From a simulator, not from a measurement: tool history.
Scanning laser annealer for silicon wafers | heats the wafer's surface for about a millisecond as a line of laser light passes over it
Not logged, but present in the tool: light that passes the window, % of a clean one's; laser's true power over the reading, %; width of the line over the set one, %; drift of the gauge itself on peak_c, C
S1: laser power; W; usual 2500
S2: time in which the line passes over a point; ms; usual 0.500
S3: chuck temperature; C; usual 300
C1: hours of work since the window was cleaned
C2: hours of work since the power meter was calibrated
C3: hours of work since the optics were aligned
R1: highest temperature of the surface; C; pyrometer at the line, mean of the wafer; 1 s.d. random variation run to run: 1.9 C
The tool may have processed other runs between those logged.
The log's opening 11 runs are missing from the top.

run 12 hour=280.4 | S1=2500 S2=0.403 S3=300 | C1=914 C2=446 C3=57 | R1=948
run 13 hour=299.3 | S1=2500 S2=0.403 S3=300 | C1=927 C2=459 C3=70 | R1=943
run 14 hour=330.4 | S1=2462 S2=0.500 S3=300 | C1=949 C2=481 C3=92 | R1=1011
run 15 hour=355.0 | S1=2462 S2=0.500 S3=300 | C1=966 C2=499 C3=109 | R1=1009
-- hour=362.6 window over the wafer cleaned
run 16 hour=380.1 | S1=2500 S2=0.500 S3=293 | C1=12 C2=515 C3=125 | R1=1075
run 17 hour=395.3 | S1=2228 S2=0.406 S3=300 | C1=23 C2=525 C3=136 | R1=900
run 18 hour=411.7 | S1=2619 S2=0.567 S3=300 | C1=34 C2=537 C3=147 | R1=1187
run 19 hour=429.7 | S1=2399 S2=0.352 S3=284 | C1=47 C2=550 C3=160 | R1=891
run 20 hour=460.3 | S1=2712 S2=0.462 S3=296 | C1=69 C2=571 C3=182 | R1=1124
run 21 hour=482.1 | S1=2712 S2=0.487 S3=260 | C1=84 C2=587 C3=197 | R1=1106
run 22 hour=502.7 | S1=2712 S2=0.487 S3=260 | C1=98 C2=601 C3=211 | R1=1107
run 23 hour=536.1 | S1=2712 S2=0.487 S3=260 | C1=122 C2=624 C3=235 | R1=1109
run 24 hour=561.1 | S1=2501 S2=0.386 S3=298 | C1=139 C2=642 C3=252 | R1=967
run 25 hour=591.5 | S1=2500 S2=0.571 S3=300 | C1=161 C2=663 C3=274 | R1=1127
run 26 hour=607.8 | S1=2729 S2=0.584 S3=291 | C1=172 C2=675 C3=285 | R1=1227
run 27 hour=625.5 | S1=2729 S2=0.584 S3=291 | C1=185 C2=687 C3=298 | R1=1229
run 28 hour=655.6 | S1=2546 S2=0.506 S3=296 | C1=206 C2=708 C3=319 | R1=1084
run 29 hour=688.6 | S1=2625 S2=0.534 S3=300 | C1=229 C2=732 C3=342 | R1=1144
run 30 hour=710.0 | S1=2625 S2=0.534 S3=300 | C1=244 C2=747 C3=357 | R1=1140
run 31 hour=738.2 | S1=2500 S2=0.496 S3=300 | C1=264 C2=766 C3=377 | R1=1060

Consider 4 possible next runs. They are alternatives, not a sequence: every one starts from the tool as it was left by run 31. What does each give?
run A hour=769.4 | S1=2634 S2=0.500 S3=263 | C1=286 C2=788 C3=399 | R1=?
run B hour=769.4 | S1=2500 S2=0.401 S3=266 | C1=286 C2=788 C3=399 | R1=?
run C hour=769.4 | S1=2340 S2=0.372 S3=283 | C1=286 C2=788 C3=399 | R1=?
run D hour=769.4 | S1=2217 S2=0.496 S3=300 | C1=286 C2=788 C3=399 | R1=?

run=A R1=1072
run=B R1=936
run=C R1=871
run=D R1=945
Take away the tool's hidden state, keep each run's random variation, and the runs would have read:
run=A R1=1111
run=B R1=969
run=C R1=899
run=D R1=976

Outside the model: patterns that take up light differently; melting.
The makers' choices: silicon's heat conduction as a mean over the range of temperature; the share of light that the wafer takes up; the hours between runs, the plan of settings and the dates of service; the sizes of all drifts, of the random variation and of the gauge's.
